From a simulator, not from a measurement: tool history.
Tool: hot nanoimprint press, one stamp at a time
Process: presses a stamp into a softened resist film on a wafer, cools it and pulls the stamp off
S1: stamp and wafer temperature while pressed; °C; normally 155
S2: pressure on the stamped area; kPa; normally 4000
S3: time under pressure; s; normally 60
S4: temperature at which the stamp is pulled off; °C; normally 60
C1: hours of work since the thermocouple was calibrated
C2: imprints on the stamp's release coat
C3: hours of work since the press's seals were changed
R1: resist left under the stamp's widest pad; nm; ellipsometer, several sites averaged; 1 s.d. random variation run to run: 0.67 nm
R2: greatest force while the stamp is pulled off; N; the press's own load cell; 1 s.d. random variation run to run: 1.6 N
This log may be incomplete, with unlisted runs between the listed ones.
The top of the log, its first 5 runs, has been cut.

Run 6, hour 68.5: usual settings but S4 63 °C; C1 40; C2 465; C3 76. Result: R1 105.3 nm, R2 198 N.
Run 7, hour 80.6: usual settings but S1 158 °C; C1 49; C2 520; C3 85. Result: R1 90.9 nm, R2 212 N.
At hour 95.7: stamp cleaned and given a new release coat.
Run 8, hour 104.5: usual settings; C1 62; C2 39; C3 98. Result: R1 104.7 nm, R2 195 N.
Run 9, hour 121.7: usual settings; C1 75; C2 116; C3 111. Result: R1 105.2 nm, R2 195 N.
Run 10, hour 139.7: usual settings but S3 90 s; C1 88; C2 197; C3 124. Result: R1 87.9 nm, R2 199 N.
Run 11, hour 155.5: usual settings but S3 90 s; C1 100; C2 268; C3 136. Result: R1 88.5 nm, R2 203 N.
Run 12, hour 173.8: usual settings but S3 90 s; C1 113; C2 351; C3 149. Result: R1 88.3 nm, R2 204 N.
Run 13, hour 184: usual settings but S3 90 s; C1 121; C2 397; C3 157. Result: R1 88.9 nm, R2 209 N.
Run 14, hour 203.3: usual settings but S4 52 °C; C1 135; C2 483; C3 171. Result: R1 104.5 nm, R2 252 N.
At hour 226.4: stamp cleaned and given a new release coat.
Run 15, hour 227.5: usual settings but S4 52 °C; C1 149; C2 5; C3 184. Result: R1 102.8 nm, R2 233 N.
Run 16, hour 240.5: usual settings but S2 5910 kPa, S3 89 s, S4 52 °C; C1 158; C2 64; C3 194. Result: R1 71.3 nm, R2 231 N.
Run 17, hour 256.1: usual settings but S2 3520 kPa, S4 46 °C; C1 170; C2 134; C3 206. Result: R1 110.8 nm, R2 261 N.
Run 18, hour 275.4: usual settings but S1 149 °C, S2 4730 kPa; C1 184; C2 221; C3 220. Result: R1 127.8 nm, R2 198 N.
Run 19, hour 288.6: usual settings but S1 158 °C, S2 4730 kPa, S3 49 s; C1 194; C2 280; C3 229. Result: R1 87.6 nm, R2 204 N.
Run 20, hour 309.8: usual settings but S1 162 °C, S2 3980 kPa, S3 88 s, S4 67 °C; C1 209; C2 376; C3 245. Result: R1 63 nm, R2 167 N.
Run 21, hour 324.7: usual settings but S1 147 °C; C1 220; C2 443; C3 256. Result: R1 151.6 nm, R2 205 N.
Run 22, hour 335.3: usual settings but S1 165 °C, S2 2430 kPa; C1 228; C2 491; C3 264. Result: R1 85.6 nm, R2 205 N.
At hour 356.8: stamp cleaned and given a new release coat.
Run 23, hour 360.8: usual settings but S1 165 °C, S2 3120 kPa, S3 82 s; C1 242; C2 17; C3 278. Result: R1 64.3 nm, R2 193 N.
Run 24, hour 379.9: usual settings but S1 151 °C, S2 3120 kPa, S3 112 s, S4 55 °C; C1 256; C2 104; C3 292. Result: R1 110.4 nm, R2 216 N.
Run 25, hour 398.4: usual settings but S1 151 °C, S2 3120 kPa, S3 112 s, S4 55 °C; C1 270; C2 186; C3 306. Result: R1 110.5 nm, R2 222 N.
Run 26, hour 409.1: usual settings but S1 151 °C, S2 3120 kPa, S3 112 s, S4 55 °C; C1 278; C2 235; C3 314. Result: R1 108.1 nm, R2 224 N.
Run 27, hour 424.4: usual settings but S1 147 °C, S2 3120 kPa, S3 112 s, S4 63 °C; C1 289; C2 303; C3 325. Result: R1 133.5 nm, R2 187 N.
Run 28, hour 440.4: usual settings but S1 154 °C, S2 6380 kPa, S3 117 s, S4 62 °C; C1 301; C2 376; C3 337. Result: R1 62.7 nm, R2 193 N.
Run 29, hour 453.6: usual settings but S1 154 °C, S2 6380 kPa, S3 43 s, S4 62 °C; C1 311; C2 435; C3 347. Result: R1 93.9 nm, R2 196 N.
Run 30, hour 465: usual settings but S1 154 °C, S2 6380 kPa, S3 43 s, S4 62 °C; C1 319; C2 486; C3 355. Result: R1 93.7 nm, R2 197 N.

3 options for the next run, each taken on its own from the tool as it stands now. Forecast them:
Run A, hour 477.3: usual settings but S3 53 s; C1 328; C2 542; C3 364. Result: R1 ?, R2 ?.
Run B, hour 477.3: usual settings but S1 163 °C, S2 6380 kPa, S3 43 s, S4 66 °C; C1 328; C2 542; C3 364. Result: R1 ?, R2 ?.
Run C, hour 477.3: usual settings but S1 150 °C, S2 4620 kPa, S3 52 s, S4 62 °C; C1 328; C2 542; C3 364. Result: R1 ?, R2 ?.

run     R1   R2
  A    106  209
  B   61.1  178
  C  125.6  198
Stripped of hidden state, with their random variation kept, the same runs would have yielded:
run     R1   R2
  A  113.4  196
  B   64.9  169
  C  134.8  186

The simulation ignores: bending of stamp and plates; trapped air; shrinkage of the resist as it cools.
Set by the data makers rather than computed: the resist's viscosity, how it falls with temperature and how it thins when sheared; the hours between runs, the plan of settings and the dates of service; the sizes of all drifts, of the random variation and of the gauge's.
